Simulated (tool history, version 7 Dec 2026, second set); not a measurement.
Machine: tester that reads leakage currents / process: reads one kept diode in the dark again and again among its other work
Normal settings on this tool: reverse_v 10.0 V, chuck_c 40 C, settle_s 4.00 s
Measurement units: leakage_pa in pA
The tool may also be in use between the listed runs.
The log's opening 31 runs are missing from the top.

run    hour  reverse_v  chuck_c  settle_s  leakage_pa
     1095.7  -- chuck's temperature calibrated, once more
 32  1133.3        8.6       34      4.00      233.01
 33  1172.2        8.6       34      4.00      232.78
 34  1197.6        8.6       34      4.00      231.79
 35  1230.4        8.6       34      4.00      229.67
 36  1282.8        9.8       43      4.00      431.94
 37  1304.5        1.5       43      4.00      240.94
 38  1333.3        1.2       26      4.00       69.51
 39  1375.1        6.0       36      0.48      231.42
 40  1425.8        3.5       57      1.10      729.91

Below are 3 alternative next runs, each starting from the tool's condition after run 40. Predict each:
  A  1458.6        4.5       55      0.39           ?
  B  1458.6        9.3       57      4.66           ?
  C  1458.6        3.4       21      9.63           ?

run  leakage_pa
  A      701.13
  B      987.83
  C       67.31
What these runs would have given with no unlogged condition in the tool:
run  leakage_pa
  A      727.55
  B     1020.84
  C       67.10

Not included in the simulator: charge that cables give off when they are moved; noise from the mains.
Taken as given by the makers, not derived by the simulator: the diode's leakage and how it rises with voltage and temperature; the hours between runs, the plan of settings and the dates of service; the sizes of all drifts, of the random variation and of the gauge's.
